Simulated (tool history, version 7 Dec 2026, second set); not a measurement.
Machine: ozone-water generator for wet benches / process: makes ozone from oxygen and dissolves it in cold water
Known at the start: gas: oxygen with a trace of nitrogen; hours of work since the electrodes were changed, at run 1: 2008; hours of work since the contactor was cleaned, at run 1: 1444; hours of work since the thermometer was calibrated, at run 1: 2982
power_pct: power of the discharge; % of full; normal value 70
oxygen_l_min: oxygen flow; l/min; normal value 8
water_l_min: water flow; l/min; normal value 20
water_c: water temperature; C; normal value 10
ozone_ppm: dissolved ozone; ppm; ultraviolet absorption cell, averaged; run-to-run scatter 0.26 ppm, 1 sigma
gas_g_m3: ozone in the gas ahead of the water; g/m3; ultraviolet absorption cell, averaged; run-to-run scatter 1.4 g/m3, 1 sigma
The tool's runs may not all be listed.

| run | hour | power_pct | oxygen_l_min | water_l_min | water_c | hours of work since the electrodes were changed | hours of work since the contactor was cleaned | hours of work since the thermometer was calibrated | ozone_ppm | gas_g_m3 |
|---|---|---|---|---|---|---|---|---|---|---|
| 1 | 0 | 70 | 8 | 20 | 10 | 2008 | 1444 | 2982 | 35.1 | 232.6 |
| 2 | 53 | 70 | 8 | 20 | 10 | 2052 | 1488 | 3027 | 35.3 | 233.7 |
| 3 | 98.2 | 70 | 8 | 20 | 10 | 2090 | 1526 | 3064 | 35.5 | 231.4 |
| 4 | 154.1 | 70 | 8 | 20 | 10 | 2137 | 1573 | 3111 | 35.1 | 230.5 |
| 5 | 209.1 | 70 | 8 | 20 | 10 | 2183 | 1619 | 3157 | 35.2 | 230.2 |
| 6 | 257.2 | 70 | 8 | 20 | 10 | 2223 | 1659 | 3198 | 35.2 | 233.2 |
| 7 | 321.2 | 70 | 4.87 | 20 | 10 | 2277 | 1713 | 3251 | 35.1 | 303.7 |
| 8 | 358.9 | 70 | 8 | 20 | 10 | 2309 | 1744 | 3283 | 34.9 | 231.8 |
| 9 | 398.3 | 70 | 8 | 20 | 10 | 2342 | 1777 | 3316 | 35.2 | 227.4 |
| 10 | 439.3 | 70 | 8 | 12 | 10 | 2376 | 1812 | 3350 | 50.2 | 230 |
| 11 | 477.1 | 70 | 8 | 12 | 10 | 2408 | 1843 | 3382 | 51 | 229.2 |
| 12 | 525 | 70 | 8 | 12 | 10 | 2448 | 1883 | 3422 | 49.9 | 228.4 |
| 13 | 583.1 | 70 | 8.48 | 20 | 10 | 2496 | 1932 | 3471 | 34.2 | 220.9 |
| 14 | 627.3 | 70 | 8.48 | 20 | 10 | 2533 | 1969 | 3508 | 34.6 | 221.9 |
| 15 | 702.4 | 70 | 8.48 | 20 | 10 | 2596 | 2032 | 3571 | 34.4 | 220.1 |
| 16 | 753.2 | 70 | 8.48 | 20 | 10 | 2639 | 2075 | 3613 | 34 | 220.5 |
| 17 | 799.5 | 85 | 8.48 | 20 | 10 | 2678 | 2113 | 3652 | 37 | 240.8 |

Run 18 is up next; what results do you expect?
| 18 | 847.7 | 81 | 13.13 | 20 | 10 | 2718 | 2154 | 3693 | ? | ? |

Run 18 measured ozone_ppm 34.4 ppm, gas_g_m3 182.6 g/m3.
If the tool had no hidden condition, the same run with the same run-to-run variation would have returned ozone_ppm 40.3 ppm, gas_g_m3 204.9 g/m3.
